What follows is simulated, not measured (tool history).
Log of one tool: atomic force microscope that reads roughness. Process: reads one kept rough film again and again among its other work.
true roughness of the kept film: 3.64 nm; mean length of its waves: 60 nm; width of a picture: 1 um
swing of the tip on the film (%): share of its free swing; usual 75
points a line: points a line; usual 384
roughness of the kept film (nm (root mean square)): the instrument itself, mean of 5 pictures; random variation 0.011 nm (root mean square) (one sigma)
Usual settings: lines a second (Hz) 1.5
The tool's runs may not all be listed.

run	hour	lines a second (Hz)	swing of the tip on the film (%)	points a line	roughness of the kept film (nm (root mean square))
1	0	1.5	75	384	3.252
2	20.3	1.5	75	384	3.245
3	38.5	1.5	75	384	3.21
4	62.6	1.5	75	384	3.222
5	72.5	1.5	75	384	3.237
6	90	1.5	75	384	3.216
7	109.6	1.5	67	384	3.3
# hour 111.8: height scale calibrated on a step standard
8	135.1	1.5	67	384	3.314
9	145.8	1.5	75	384	3.202
10	165.7	1.5	75	384	3.204
11	177.1	1.5	75	384	3.201
# hour 182.9: new tip fitted
12	190.4	1.5	75	384	3.272
13	210.7	1.5	75	384	3.273
# hour 217.1: height scale calibrated on a step standard, once more
14	232.5	2.1	66	407	3.288
15	246.1	1.5	75	907	3.24
16	263.9	1.5	64	355	3.372
17	281.3	1.5	64	355	3.353
18	305.8	0.64	83	519	3.327
19	318.2	1.5	59	736	3.416
20	330	1.5	59	736	3.401
21	341.1	2.75	75	774	3.03
22	363.7	1.88	72	384	3.218
23	387.1	1.88	72	384	3.209
24	411.5	1.65	79	325	3.126
25	434	0.73	72	439	3.364

4 ways to go on from here, each from the tool as it stands after run 25. What would each give?
A	455.1	3.58	72	439	?
B	455.1	0.73	72	588	?
C	455.1	3.2	81	277	?
D	455.1	3.09	72	760	?

run	roughness of the kept film (nm (root mean square))
A	2.968
B	3.354
C	2.755
D	3.041
Without the tool's hidden state the same runs would have given:
run	roughness of the kept film (nm (root mean square))
A	3.041
B	3.437
C	2.823
D	3.116
